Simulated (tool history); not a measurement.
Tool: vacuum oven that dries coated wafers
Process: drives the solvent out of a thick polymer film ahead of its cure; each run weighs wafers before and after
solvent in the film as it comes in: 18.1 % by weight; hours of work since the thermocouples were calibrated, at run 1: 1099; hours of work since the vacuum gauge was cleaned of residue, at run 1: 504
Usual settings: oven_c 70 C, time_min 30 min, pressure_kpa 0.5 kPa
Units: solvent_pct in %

run,hour,oven_c,time_min,pressure_kpa,hours of work since the thermocouples were calibrated,hours of work since the vacuum gauge was cleaned of residue,solvent_pct
1,0,70,30,0.5,1099,504,1.33
2,11.3,70,30,0.5,1106,511,1.41
3,21.2,70,30,0.5,1112,516,1.36
4,36,70,30,0.5,1121,525,1.36
5,54.5,64,30,0.5,1132,536,2.57
6,74,64,30,0.5,1144,548,2.56
7,85.8,64,30,0.5,1151,555,2.53
8,98.4,64,30,0.5,1158,563,2.48
9,117.1,64,30,0.5,1169,574,2.52
10,130.9,58,51,0.5,1178,582,2.05
11,145.9,75,47,0.5,1187,591,0.47
12,162.5,70,30,0.28,1196,601,1.32
13,178.3,70,21,0.327,1206,610,2.43
14,201.6,75,22,0.468,1220,624,1.49
15,214.7,69,35,1.925,1228,632,2.13

4 ways to go on from here, each from the tool as it stands after run 15. What would each give?
A,229.6,69,35,1.162,1237,641,?
B,229.6,70,28,0.5,1237,641,?
C,229.6,62,30,0.5,1237,641,?
D,229.6,69,21,1.812,1237,641,?

run,solvent_pct
A,1.63
B,1.63
C,3.1
D,3.62
Without the tool's hidden state the same runs would have given:
run,solvent_pct
A,1.28
B,1.27
C,2.58
D,3.15
